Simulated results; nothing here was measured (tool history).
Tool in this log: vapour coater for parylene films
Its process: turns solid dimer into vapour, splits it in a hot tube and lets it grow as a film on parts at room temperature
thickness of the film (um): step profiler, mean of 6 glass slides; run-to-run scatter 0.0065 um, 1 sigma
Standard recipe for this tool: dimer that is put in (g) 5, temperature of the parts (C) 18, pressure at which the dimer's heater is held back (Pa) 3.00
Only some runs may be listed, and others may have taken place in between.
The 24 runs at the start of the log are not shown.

run    hour  dimer that is put in (g)  temperature of the parts (C)  pressure at which the dimer's heater is held back (Pa)  hours of work since the trap's valve was overhauled  hours of work since the table's thermometer was calibrated  thickness of the film (um)
 25   642.1                         5                            22                                                    3.00                                                   82                                                        1202                       0.997
 26   671.7                         4                            18                                                    2.16                                                  105                                                        1224                       0.974
 27   699.9                         3                            18                                                    3.00                                                  126                                                        1245                       0.698
 28   734.5                         3                            18                                                    3.00                                                  152                                                        1272                       0.704
 29   759.3                         3                            12                                                    9.24                                                  171                                                        1290                       0.776
 30   781.5                         3                            12                                                    9.24                                                  188                                                        1307                       0.771
 31   812.2                         7                            21                                                    9.24                                                  211                                                        1331                       1.225
 32   838.2                         9                            25                                                    3.00                                                  231                                                        1350                       1.556
 33   863.4                         2                            10                                                    3.02                                                  250                                                        1369                       0.564
 34   881.4                         8                            28                                                   10.34                                                  264                                                        1383                       1.046
 35   904.0                         8                            19                                                    5.75                                                  281                                                        1400                       1.609
 36   936.2                         6                            23                                                    5.75                                                  305                                                        1425                       1.027
 37   965.4                         5                            17                                                    3.37                                                  328                                                        1447                       1.144
 38   988.9                         5                            18                                                    3.96                                                  345                                                        1465                       1.072
 39  1003.6                         4                            11                                                    6.01                                                  357                                                        1476                       1.095
 40  1039.0                         4                            11                                                    6.01                                                  383                                                        1503                       1.063
 41  1061.8                         3                            27                                                    3.00                                                  401                                                        1520                       0.465
 42  1091.2                         5                            24                                                    8.26                                                  423                                                        1542                       0.759
 43  1114.8                         5                            13                                                    3.00                                                  441                                                        1560                       1.338
 44  1143.4                         5                            19                                                    7.01                                                  463                                                        1582                       0.956
 45  1178.4                         5                            11                                                    3.50                                                  489                                                        1608                       1.330
 46  1198.4                         2                            11                                                    4.07                                                  504                                                        1623                       0.540
 47  1230.2                         3                            11                                                    4.07                                                  528                                                        1648                       0.791

4 ways to go on from here, each from the tool as it stands after run 47. What would each give?
     1242.3  -- trap's valve overhauled
  A  1249.0                         4                            18                                                    3.00                                                    5                                                        1659                           ?
     1242.3  -- trap's valve overhauled
  B  1249.0                         3                            21                                                   10.13                                                    5                                                        1659                           ?
     1242.3  -- trap's valve overhauled
  C  1249.0                         5                            18                                                    3.10                                                    5                                                        1659                           ?
     1242.3  -- trap's valve overhauled
  D  1249.0                         3                            27                                                    3.00                                                    5                                                        1659                           ?

run  thickness of the film (um)
  A                       0.960
  B                       0.559
  C                       1.196
  D                       0.506
Had the tool no hidden state, the same runs would have come out as:
run  thickness of the film (um)
  A                       0.936
  B                       0.545
  C                       1.167
  D                       0.494
